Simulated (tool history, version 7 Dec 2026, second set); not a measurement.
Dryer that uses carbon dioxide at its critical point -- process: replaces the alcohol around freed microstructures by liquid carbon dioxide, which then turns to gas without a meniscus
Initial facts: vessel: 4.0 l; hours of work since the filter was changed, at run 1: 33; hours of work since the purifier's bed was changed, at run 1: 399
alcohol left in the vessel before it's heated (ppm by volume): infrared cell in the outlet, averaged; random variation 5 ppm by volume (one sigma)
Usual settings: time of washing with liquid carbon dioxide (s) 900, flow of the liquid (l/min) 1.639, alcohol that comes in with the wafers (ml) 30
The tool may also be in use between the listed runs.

run,hour,time of washing with liquid carbon dioxide (s),flow of the liquid (l/min),alcohol that comes in with the wafers (ml),hours of work since the filter was changed,hours of work since the purifier's bed was changed,alcohol left in the vessel before it's heated (ppm by volume)
1,0.0,900,1.639,30,33,399,100
2,32.0,900,1.639,30,51,418,96
3,49.5,900,1.639,30,61,428,100
4,84.3,900,1.639,30,81,448,113
5,100.9,900,1.639,30,90,457,109
6,128.3,900,1.639,43,106,473,128
7,163.8,900,1.639,43,126,493,136
8,186.0,900,1.639,30,139,506,129
9,202.9,900,1.639,111,149,516,241
10,222.1,900,1.639,111,160,527,236
11,242.1,900,1.639,111,171,538,240
12,271.6,900,1.639,111,188,555,248
13,304.3,900,1.639,111,207,574,246
14,319.3,900,1.639,111,216,583,251
15,346.4,900,2.090,111,231,598,122
16,364.0,540,1.639,30,241,608,434
17,384.7,540,1.639,30,253,620,448
18,414.1,540,1.639,30,270,637,469
19,436.6,840,1.639,30,283,650,165
20,461.8,600,1.639,30,298,664,356
21,496.4,660,1.130,25,317,684,620
22,525.6,660,1.130,25,334,701,632
23,544.0,660,1.130,25,345,711,650
24,575.9,1140,2.200,47,363,730,122
25,609.2,600,1.639,39,382,749,459
26,637.0,900,2.420,27,398,765,110
27,655.9,900,2.420,27,409,776,125
28,692.0,900,2.420,27,430,796,127
29,723.9,540,2.080,88,448,815,626
30,744.4,540,2.080,88,460,826,614
31,778.6,1380,1.639,30,479,846,132
32,794.3,840,1.170,31,488,855,464
33,813.3,600,2.710,101,499,866,230
34,834.0,600,2.710,101,511,878,231
# hour 850.8: inlet filter changed
35,856.9,600,2.710,101,3,890,186
36,877.1,780,1.670,95,15,902,347
37,905.3,780,1.670,95,31,918,354
38,929.5,780,1.670,95,45,932,362
39,957.5,780,1.670,95,61,948,367
40,978.4,900,2.220,30,73,960,157

Here are 5 independent what-if runs from the current tool condition. What would each one return?
A,1006.4,540,2.620,45,89,976,?
B,1006.4,1020,1.639,119,89,976,?
C,1006.4,660,2.270,107,89,976,?
D,1006.4,720,1.100,30,89,976,?
E,1006.4,900,1.850,35,89,976,?

run,alcohol left in the vessel before it's heated (ppm by volume)
A,205
B,222
C,262
D,612
E,169
The same runs, with their run-to-run variation unchanged, on a tool lacking any hidden condition would have given:
run,alcohol left in the vessel before it's heated (ppm by volume)
A,58
B,74
C,111
D,452
E,27
